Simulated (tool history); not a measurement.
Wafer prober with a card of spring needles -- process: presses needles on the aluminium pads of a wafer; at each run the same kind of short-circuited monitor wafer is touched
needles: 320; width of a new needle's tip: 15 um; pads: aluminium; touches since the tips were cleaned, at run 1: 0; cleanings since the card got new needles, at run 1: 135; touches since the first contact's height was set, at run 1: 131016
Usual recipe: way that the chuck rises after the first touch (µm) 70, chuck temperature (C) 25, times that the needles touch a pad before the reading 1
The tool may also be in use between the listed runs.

run     day  way that the chuck rises after the first touch (µm)  chuck temperature (C)  times that the needles touch a pad before the reading  touches since the tips were cleaned  cleanings since the card got new needles  touches since the first contact's height was set  resistance of one needle with its contact and lead (mohm)  way that a needle slides on the pad (µm)
  1   0.000                                                   70                     25                                                      1                                    0                                       135                                            131016                                                        212                                     16.24
      0.158  -- tips cleaned on abrasive film
      0.312  -- tips cleaned on abrasive film
      0.471  -- tips cleaned on abrasive film
      0.667  -- tips cleaned on abrasive film
  2   0.779                                                   70                     25                                                      3                                 1683                                       139                                            142575                                                        230                                     16.31
      0.858  -- tips cleaned on abrasive film
      1.054  -- tips cleaned on abrasive film
      1.250  -- tips cleaned on abrasive film
      1.446  -- tips cleaned on abrasive film
      1.604  -- tips cleaned on abrasive film
  3   1.692                                                   70                     58                                                      1                                 1382                                       144                                            156157                                                        272                                     15.97
      1.775  -- tips cleaned on abrasive film
      1.971  -- tips cleaned on abrasive film
      2.167  -- tips cleaned on abrasive film
  4   2.312                                                   70                     58                                                      1                                 2217                                       147                                            165345                                                        306                                     16.07
      2.354  -- tips cleaned on abrasive film
      2.550  -- tips cleaned on abrasive film
      2.746  -- tips cleaned on abrasive film
      2.900  -- tips cleaned on abrasive film
      3.096  -- tips cleaned on abrasive film
  5   3.183                                                   85                     58                                                      1                                 1287                                       152                                            178250                                                        259                                     19.74
      3.262  -- tips cleaned on abrasive film
      3.421  -- tips cleaned on abrasive film
      3.579  -- tips cleaned on abrasive film
      3.733  -- tips cleaned on abrasive film
      3.929  -- tips cleaned on abrasive film
      4.088  -- tips cleaned on abrasive film
      4.283  -- tips cleaned on abrasive film
  6   4.350                                                   85                     58                                                      1                                 1033                                       159                                            195547                                                        249                                     19.57
      4.471  -- tips cleaned on abrasive film
      4.667  -- tips cleaned on abrasive film
      4.862  -- tips cleaned on abrasive film
      5.054  -- tips cleaned on abrasive film
      5.238  -- tips cleaned on abrasive film
  7   5.238                                                   85                     58                                                      1                                    0                                       164                                            208677                                                        214                                     19.33
      5.433  -- tips cleaned on abrasive film
      5.588  -- tips cleaned on abrasive film
      5.783  -- tips cleaned on abrasive film
      5.942  -- tips cleaned on abrasive film
      6.100  -- tips cleaned on abrasive film
      6.296  -- tips cleaned on abrasive film
  8   6.346                                                   77                     79                                                      3                                  789                                       170                                            225150                                                        227                                     17.34
      6.438  -- height of the first contact set anew
      6.479  -- tips cleaned on abrasive film
      6.633  -- tips cleaned on abrasive film
      6.829  -- tips cleaned on abrasive film
      7.025  -- tips cleaned on abrasive film
      7.196  -- tips cleaned on abrasive film
  9   7.196                                                   62                     61                                                      2                                    0                                       175                                             11227                                                        222                                     15.10
      7.392  -- tips cleaned on abrasive film
      7.588  -- tips cleaned on abrasive film
      7.783  -- tips cleaned on abrasive film
      7.942  -- tips cleaned on abrasive film
      8.133  -- tips cleaned on abrasive film
      8.329  -- tips cleaned on abrasive film
 10   8.375                                                   62                     61                                                      2                                  667                                       181                                             28739                                                        238                                     14.93
      8.496  -- tips cleaned on abrasive film
      8.650  -- tips cleaned on abrasive film
      8.846  -- tips cleaned on abrasive film
      9.004  -- tips cleaned on abrasive film
      9.162  -- tips cleaned on abrasive film
      9.358  -- tips cleaned on abrasive film
      9.512  -- tips cleaned on abrasive film
      9.683  -- tips cleaned on abrasive film
 11   9.683                                                   62                     29                                                      2                                    0                                       189                                             48085                                                        218                                     14.91
      9.838  -- tips cleaned on abrasive film
     10.033  -- tips cleaned on abrasive film
     10.192  -- tips cleaned on abrasive film
     10.350  -- tips cleaned on abrasive film
     10.546  -- tips cleaned on abrasive film
     10.700  -- tips cleaned on abrasive film
     10.896  -- tips cleaned on abrasive film
 12  10.950                                                   73                     51                                                      1                                  808                                       196                                             66901                                                        264                                     17.32
     11.071  -- tips cleaned on abrasive film
     11.225  -- tips cleaned on abrasive film
     11.383  -- tips cleaned on abrasive film
     11.579  -- tips cleaned on abrasive film
     11.738  -- tips cleaned on abrasive film
     11.933  -- tips cleaned on abrasive film
     12.092  -- tips cleaned on abrasive film
 13  12.225                                                   79                     51                                                      2                                 2036                                       203                                             85785                                                        255                                     18.72
     12.267  -- tips cleaned on abrasive film
     12.425  -- tips cleaned on abrasive film
     12.621  -- tips cleaned on abrasive film
     12.812  -- tips cleaned on abrasive film
 14  12.846                                                   64                     26                                                      2                                  457                                       207                                             94955                                                        235                                     14.98

Consider 3 possible next runs. They are alternatives, not a sequence: every one starts from the tool as it was left by run 14. What does each give?
     13.000  -- tips cleaned on abrasive film
     13.158  -- tips cleaned on abrasive film
     13.354  -- tips cleaned on abrasive film
     13.550  -- tips cleaned on abrasive film
     13.708  -- tips cleaned on abrasive film
     13.862  -- tips cleaned on abrasive film
  A  13.921                                                   52                     26                                                      2                                  875                                       213                                            110934                                                          ?                                         ?
     13.000  -- tips cleaned on abrasive film
     13.158  -- tips cleaned on abrasive film
     13.354  -- tips cleaned on abrasive film
     13.550  -- tips cleaned on abrasive film
     13.708  -- tips cleaned on abrasive film
     13.862  -- tips cleaned on abrasive film
  B  13.921                                                   70                     93                                                      1                                  875                                       213                                            110934                                                          ?                                         ?
     13.000  -- tips cleaned on abrasive film
     13.158  -- tips cleaned on abrasive film
     13.354  -- tips cleaned on abrasive film
     13.550  -- tips cleaned on abrasive film
     13.708  -- tips cleaned on abrasive film
     13.862  -- tips cleaned on abrasive film
  C  13.921                                                   70                     36                                                      1                                  875                                       213                                            110934                                                          ?                                         ?

run  resistance of one needle with its contact and lead (mohm)  way that a needle slides on the pad (µm)
  A                                                        271                                     11.97
  B                                                        274                                     16.40
  C                                                        264                                     16.30
Without the tool's unlogged condition, the same runs would have read:
run  resistance of one needle with its contact and lead (mohm)  way that a needle slides on the pad (µm)
  A                                                        203                                     12.76
  B                                                        217                                     17.18
  C                                                        204                                     17.08
